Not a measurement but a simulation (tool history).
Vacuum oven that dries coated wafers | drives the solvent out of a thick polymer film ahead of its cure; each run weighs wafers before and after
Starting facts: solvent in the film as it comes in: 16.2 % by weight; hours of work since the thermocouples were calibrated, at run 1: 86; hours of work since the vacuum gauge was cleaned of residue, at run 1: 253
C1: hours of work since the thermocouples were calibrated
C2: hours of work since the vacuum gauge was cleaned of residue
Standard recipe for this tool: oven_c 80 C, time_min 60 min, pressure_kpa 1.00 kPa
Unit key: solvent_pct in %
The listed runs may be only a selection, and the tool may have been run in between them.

Run 1, hour 0.0: usual settings; C1 86; C2 253. Result: solvent_pct 1.552 %.
Run 2, hour 24.8: usual settings; C1 102; C2 268. Result: solvent_pct 1.555 %.
Run 3, hour 54.3: usual settings but oven_c 65 C; C1 120; C2 286. Result: solvent_pct 4.925 %.
Run 4, hour 78.5: usual settings but pressure_kpa 0.76 kPa; C1 135; C2 301. Result: solvent_pct 1.450 %.
Run 5, hour 108.1: usual settings but pressure_kpa 0.76 kPa; C1 153; C2 319. Result: solvent_pct 1.463 %.
Run 6, hour 127.5: usual settings; C1 165; C2 331. Result: solvent_pct 1.558 %.
Run 7, hour 142.9: usual settings; C1 174; C2 340. Result: solvent_pct 1.565 %.
Run 8, hour 168.5: usual settings but oven_c 74 C; C1 190; C2 356. Result: solvent_pct 2.659 %.
Run 9, hour 196.8: usual settings but oven_c 74 C; C1 207; C2 374. Result: solvent_pct 2.670 %.
At hour 200.4: vacuum gauge cleaned of residue and calibrated.
Run 10, hour 224.3: usual settings but oven_c 74 C; C1 223; C2 15. Result: solvent_pct 2.678 %.
Run 11, hour 250.0: usual settings but oven_c 74 C; C1 239; C2 30. Result: solvent_pct 2.684 %.
Run 12, hour 267.4: usual settings; C1 250; C2 41. Result: solvent_pct 1.575 %.
Run 13, hour 293.5: usual settings; C1 266; C2 57. Result: solvent_pct 1.562 %.
At hour 306.8: vacuum gauge cleaned of residue and calibrated, once more.
Run 14, hour 307.8: usual settings but pressure_kpa 2.21 kPa; C1 274; C2 1. Result: solvent_pct 1.988 %.
Run 15, hour 331.7: usual settings but time_min 44 min, pressure_kpa 2.21 kPa; C1 288; C2 15. Result: solvent_pct 2.918 %.
Run 16, hour 352.4: usual settings but oven_c 79 C, time_min 57 min, pressure_kpa 3.19 kPa; C1 301; C2 28. Result: solvent_pct 2.711 %.
Run 17, hour 382.1: usual settings but oven_c 79 C, time_min 57 min, pressure_kpa 3.19 kPa; C1 319; C2 46. Result: solvent_pct 2.692 %.
Run 18, hour 396.8: usual settings but oven_c 75 C, time_min 103 min; C1 328; C2 55. Result: solvent_pct 0.984 %.
Run 19, hour 426.9: usual settings but oven_c 94 C, pressure_kpa 2.53 kPa; C1 347; C2 74. Result: solvent_pct 0.750 %.
Run 20, hour 452.6: usual settings but oven_c 94 C, pressure_kpa 2.53 kPa; C1 362; C2 90. Result: solvent_pct 0.753 %.
Run 21, hour 472.9: usual settings but time_min 86 min, pressure_kpa 0.52 kPa; C1 375; C2 102. Result: solvent_pct 0.585 %.
Run 22, hour 486.6: usual settings but oven_c 67 C, time_min 95 min, pressure_kpa 1.16 kPa; C1 383; C2 110. Result: solvent_pct 2.517 %.
Run 23, hour 500.9: usual settings but oven_c 72 C, time_min 93 min, pressure_kpa 0.51 kPa; C1 392; C2 119. Result: solvent_pct 1.297 %.
Run 24, hour 517.7: usual settings but oven_c 77 C, time_min 37 min, pressure_kpa 1.47 kPa; C1 402; C2 129. Result: solvent_pct 4.029 %.
Run 25, hour 537.8: usual settings but oven_c 77 C, time_min 37 min, pressure_kpa 1.47 kPa; C1 415; C2 142. Result: solvent_pct 4.015 %.
Run 26, hour 559.5: usual settings but oven_c 77 C, time_min 37 min, pressure_kpa 1.47 kPa; C1 428; C2 155. Result: solvent_pct 4.024 %.
Run 27, hour 586.3: usual settings but oven_c 77 C, time_min 37 min, pressure_kpa 1.47 kPa; C1 445; C2 172. Result: solvent_pct 4.033 %.
Run 28, hour 604.8: usual settings but oven_c 87 C, pressure_kpa 0.80 kPa; C1 456; C2 183. Result: solvent_pct 0.648 %.
Run 29, hour 621.9: usual settings but pressure_kpa 3.88 kPa; C1 466; C2 193. Result: solvent_pct 2.664 %.

Consider 4 possible next runs. They are alternatives, not a sequence: every one starts from the tool as it was left by run 29. What does each give?
Run A, hour 636.1: usual settings but pressure_kpa 1.04 kPa; C1 475; C2 202. Result: solvent_pct ?.
Run B, hour 636.1: usual settings but oven_c 67 C, pressure_kpa 3.88 kPa; C1 475; C2 202. Result: solvent_pct ?.
Run C, hour 636.1: usual settings but oven_c 67 C, time_min 53 min; C1 475; C2 202. Result: solvent_pct ?.
Run D, hour 636.1: usual settings but pressure_kpa 1.47 kPa; C1 475; C2 202. Result: solvent_pct ?.

run  solvent_pct
  A        1.504
  B        5.907
  C        4.795
  D        1.674
With no hidden state in the tool, these same runs would have given:
run  solvent_pct
  A        1.600
  B        6.120
  C        4.982
  D        1.774
